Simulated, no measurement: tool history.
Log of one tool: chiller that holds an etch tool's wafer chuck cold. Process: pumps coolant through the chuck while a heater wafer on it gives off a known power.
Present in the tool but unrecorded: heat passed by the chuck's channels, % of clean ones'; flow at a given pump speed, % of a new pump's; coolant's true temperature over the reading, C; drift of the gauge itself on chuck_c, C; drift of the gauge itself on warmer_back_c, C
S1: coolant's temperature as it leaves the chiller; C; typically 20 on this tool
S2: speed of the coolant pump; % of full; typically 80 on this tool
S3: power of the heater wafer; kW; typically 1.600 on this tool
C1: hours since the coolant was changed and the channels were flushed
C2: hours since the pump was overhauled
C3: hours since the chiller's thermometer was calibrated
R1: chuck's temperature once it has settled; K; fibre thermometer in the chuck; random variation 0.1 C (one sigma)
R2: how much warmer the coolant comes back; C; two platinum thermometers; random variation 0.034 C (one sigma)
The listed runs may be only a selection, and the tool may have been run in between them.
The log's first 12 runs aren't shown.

run 13 hour=1198.6 | S1=20 S2=80 S3=1.600 | C1=826 C2=6006 C3=5525 | R1=310.75 R2=6.44
run 14 hour=1291.1 | S1=20 S2=80 S3=1.600 | C1=919 C2=6098 C3=5617 | R1=310.95 R2=6.50
-- hour=1306.1 coolant pump overhauled
run 15 hour=1364.3 | S1=20 S2=80 S3=1.600 | C1=987 C2=58 C3=5686 | R1=312.25 R2=7.36
run 16 hour=1429.9 | S1=20 S2=80 S3=1.600 | C1=1053 C2=124 C3=5751 | R1=312.35 R2=7.29
run 17 hour=1502.6 | S1=18 S2=71 S3=0.955 | C1=1125 C2=196 C3=5824 | R1=303.45 R2=4.96
run 18 hour=1606.4 | S1=20 S2=85 S3=1.600 | C1=1229 C2=300 C3=5928 | R1=311.85 R2=6.88
-- hour=1631.5 chiller's thermometer calibrated
run 19 hour=1672.6 | S1=17 S2=84 S3=2.289 | C1=1294 C2=365 C3=41 | R1=317.95 R2=9.99
run 20 hour=1807.0 | S1=18 S2=80 S3=1.068 | C1=1429 C2=500 C3=176 | R1=304.65 R2=4.99
run 21 hour=1919.5 | S1=18 S2=97 S3=1.185 | C1=1541 C2=612 C3=288 | R1=304.35 R2=4.51
-- hour=1984.7 coolant pump overhauled, once more
run 22 hour=2036.3 | S1=18 S2=97 S3=1.185 | C1=1653 C2=52 C3=400 | R1=302.15 R2=3.32
run 23 hour=2105.5 | S1=20 S2=94 S3=1.129 | C1=1722 C2=121 C3=469 | R1=303.65 R2=3.36
run 24 hour=2252.6 | S1=20 S2=80 S3=0.841 | C1=1870 C2=268 C3=616 | R1=302.35 R2=3.00
run 25 hour=2315.9 | S1=20 S2=80 S3=0.841 | C1=1933 C2=331 C3=679 | R1=302.15 R2=3.01
run 26 hour=2378.2 | S1=13 S2=87 S3=1.039 | C1=1995 C2=393 C3=742 | R1=296.55 R2=3.35
run 27 hour=2514.2 | S1=23 S2=82 S3=1.600 | C1=2131 C2=529 C3=878 | R1=313.15 R2=5.54
run 28 hour=2609.2 | S1=23 S2=64 S3=1.145 | C1=2226 C2=624 C3=973 | R1=310.65 R2=5.20
run 29 hour=2740.0 | S1=23 S2=85 S3=0.821 | C1=2357 C2=755 C3=1104 | R1=304.55 R2=2.80
run 30 hour=2859.3 | S1=16 S2=73 S3=1.600 | C1=2476 C2=875 C3=1223 | R1=307.75 R2=6.34
run 31 hour=2937.7 | S1=16 S2=91 S3=0.976 | C1=2555 C2=953 C3=1301 | R1=298.85 R2=3.02

Branching from run 31: 5 alternative next runs. What would each branch give?
run A hour=3088.1 | S1=20 S2=91 S3=0.976 | C1=2705 C2=1103 C3=1452 | R1=? R2=?
run B hour=3088.1 | S1=15 S2=61 S3=0.949 | C1=2705 C2=1103 C3=1452 | R1=? R2=?
run C hour=3088.1 | S1=11 S2=75 S3=1.695 | C1=2705 C2=1103 C3=1452 | R1=? R2=?
run D hour=3088.1 | S1=28 S2=76 S3=0.976 | C1=2705 C2=1103 C3=1452 | R1=? R2=?
run E hour=3088.1 | S1=16 S2=91 S3=2.022 | C1=2705 C2=1103 C3=1452 | R1=? R2=?

run=A R1=302.95 R2=3.04
run=B R1=300.75 R2=4.59
run=C R1=303.75 R2=6.57
run=D R1=312.35 R2=3.78
run=E R1=309.55 R2=6.30
Without the tool's unlogged condition, the same runs would have read:
run=A R1=302.25 R2=2.94
run=B R1=299.85 R2=4.45
run=C R1=302.15 R2=6.36
run=D R1=311.45 R2=3.66
run=E R1=307.85 R2=6.10
